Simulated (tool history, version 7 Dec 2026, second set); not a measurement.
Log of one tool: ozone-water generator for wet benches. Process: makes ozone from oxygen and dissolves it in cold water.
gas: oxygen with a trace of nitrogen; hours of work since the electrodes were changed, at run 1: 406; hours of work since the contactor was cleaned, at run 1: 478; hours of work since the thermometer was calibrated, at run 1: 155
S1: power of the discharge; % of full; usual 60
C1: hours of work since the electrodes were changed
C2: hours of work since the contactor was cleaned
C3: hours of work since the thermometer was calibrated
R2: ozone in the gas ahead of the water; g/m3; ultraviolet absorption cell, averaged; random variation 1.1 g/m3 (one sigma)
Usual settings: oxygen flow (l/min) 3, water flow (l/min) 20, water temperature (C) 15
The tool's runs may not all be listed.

{"run": 1, "hour": 0.0, "S1": 60, "oxygen flow (l/min)": 3, "water flow (l/min)": 20, "water temperature (C)": 15, "C1": 406, "C2": 478, "C3": 155, "dissolved ozone (ppm)": 11.5, "R2": 195.1}
{"run": 2, "hour": 48.3, "S1": 60, "oxygen flow (l/min)": 3, "water flow (l/min)": 20, "water temperature (C)": 15, "C1": 439, "C2": 510, "C3": 187, "dissolved ozone (ppm)": 11.5, "R2": 194.5}
{"run": 3, "hour": 102.9, "S1": 60, "oxygen flow (l/min)": 3, "water flow (l/min)": 20, "water temperature (C)": 15, "C1": 475, "C2": 547, "C3": 224, "dissolved ozone (ppm)": 11.6, "R2": 193.7}
{"run": 4, "hour": 172.4, "S1": 60, "oxygen flow (l/min)": 3, "water flow (l/min)": 20, "water temperature (C)": 15, "C1": 522, "C2": 594, "C3": 271, "dissolved ozone (ppm)": 11.7, "R2": 192.9}
{"run": 5, "hour": 217.7, "S1": 60, "oxygen flow (l/min)": 4.34, "water flow (l/min)": 20, "water temperature (C)": 15, "C1": 553, "C2": 624, "C3": 301, "dissolved ozone (ppm)": 12.6, "R2": 167.6}
{"run": 6, "hour": 256.4, "S1": 60, "oxygen flow (l/min)": 3, "water flow (l/min)": 20, "water temperature (C)": 15, "C1": 579, "C2": 650, "C3": 327, "dissolved ozone (ppm)": 11.6, "R2": 192.3}
{"run": 7, "hour": 300.3, "S1": 60, "oxygen flow (l/min)": 3, "water flow (l/min)": 20, "water temperature (C)": 15, "C1": 608, "C2": 680, "C3": 357, "dissolved ozone (ppm)": 11.5, "R2": 192.8}
{"run": 8, "hour": 363.7, "S1": 60, "oxygen flow (l/min)": 3, "water flow (l/min)": 20, "water temperature (C)": 15, "C1": 651, "C2": 722, "C3": 399, "dissolved ozone (ppm)": 11.6, "R2": 191}
{"run": 9, "hour": 440.6, "S1": 60, "oxygen flow (l/min)": 1.71, "water flow (l/min)": 20, "water temperature (C)": 15, "C1": 703, "C2": 774, "C3": 451, "dissolved ozone (ppm)": 9.6, "R2": 244.3}
{"run": 10, "hour": 496.7, "S1": 60, "oxygen flow (l/min)": 3, "water flow (l/min)": 20, "water temperature (C)": 7, "C1": 741, "C2": 812, "C3": 489, "dissolved ozone (ppm)": 12.4, "R2": 193.7}
{"run": 11, "hour": 549.4, "S1": 60, "oxygen flow (l/min)": 3, "water flow (l/min)": 20, "water temperature (C)": 7, "C1": 776, "C2": 847, "C3": 525, "dissolved ozone (ppm)": 12.3, "R2": 193.6}
{"run": 12, "hour": 608.7, "S1": 60, "oxygen flow (l/min)": 3, "water flow (l/min)": 20, "water temperature (C)": 7, "C1": 816, "C2": 887, "C3": 564, "dissolved ozone (ppm)": 12.3, "R2": 194.3}
{"run": 13, "hour": 657.7, "S1": 60, "oxygen flow (l/min)": 3, "water flow (l/min)": 20, "water temperature (C)": 7, "C1": 849, "C2": 920, "C3": 597, "dissolved ozone (ppm)": 12.5, "R2": 192.4}
{"run": 14, "hour": 690.6, "S1": 60, "oxygen flow (l/min)": 2.49, "water flow (l/min)": 20, "water temperature (C)": 13, "C1": 871, "C2": 942, "C3": 620, "dissolved ozone (ppm)": 11.1, "R2": 207.9}
{"run": 15, "hour": 758.7, "S1": 65, "oxygen flow (l/min)": 2.75, "water flow (l/min)": 17, "water temperature (C)": 9, "C1": 917, "C2": 988, "C3": 665, "dissolved ozone (ppm)": 14.6, "R2": 210.6}
{"run": 16, "hour": 831.2, "S1": 85, "oxygen flow (l/min)": 3, "water flow (l/min)": 20, "water temperature (C)": 15, "C1": 966, "C2": 1037, "C3": 714, "dissolved ozone (ppm)": 14.6, "R2": 248.5}
{"run": 17, "hour": 867.3, "S1": 60, "oxygen flow (l/min)": 2.07, "water flow (l/min)": 20, "water temperature (C)": 7, "C1": 990, "C2": 1061, "C3": 738, "dissolved ozone (ppm)": 10.7, "R2": 223.9}
{"run": 18, "hour": 913.9, "S1": 60, "oxygen flow (l/min)": 2.07, "water flow (l/min)": 20, "water temperature (C)": 7, "C1": 1021, "C2": 1093, "C3": 770, "dissolved ozone (ppm)": 10.6, "R2": 221.5}
{"run": 19, "hour": 945.9, "S1": 81, "oxygen flow (l/min)": 3, "water flow (l/min)": 25, "water temperature (C)": 15, "C1": 1043, "C2": 1114, "C3": 791, "dissolved ozone (ppm)": 11.3, "R2": 241.1}
{"run": 20, "hour": 993.9, "S1": 60, "oxygen flow (l/min)": 3, "water flow (l/min)": 16, "water temperature (C)": 9, "C1": 1075, "C2": 1147, "C3": 824, "dissolved ozone (ppm)": 15, "R2": 191.9}
{"run": 21, "hour": 1036.2, "S1": 68, "oxygen flow (l/min)": 3, "water flow (l/min)": 12, "water temperature (C)": 10, "C1": 1104, "C2": 1175, "C3": 852, "dissolved ozone (ppm)": 20.9, "R2": 209.3}

Some steps in dissolved ozone (ppm) between neighbouring runs. How much of each would the tool show without its hidden state too (settings, what came in, random variation), and how much is left for the hidden state, with any gauge scatter that isn't in both results?
The hidden state here: yield of the discharge, % of new electrodes'; contactor's efficiency, % of a clean one's; true water temperature over the reading, C; drift of the gauge itself on ozone_ppm, %; drift of the gauge itself on gas_g_m3, %.
Run 9 -> 10: oxygen flow (l/min) 1.71 -> 3, water temperature (C) 15 -> 7. dissolved ozone (ppm) +2.8: hidden state -0.1, all else +2.9.
Run 16 -> 17: S1 85 -> 60, oxygen flow (l/min) 3 -> 2.07, water temperature (C) 15 -> 7. dissolved ozone (ppm) -3.9: hidden state +0.1, all else -4.
Run 20 -> 21: S1 60 -> 68, water flow (l/min) 16 -> 12, water temperature (C) 9 -> 10. dissolved ozone (ppm) +5.9: hidden state -0.2, all else +6.1.
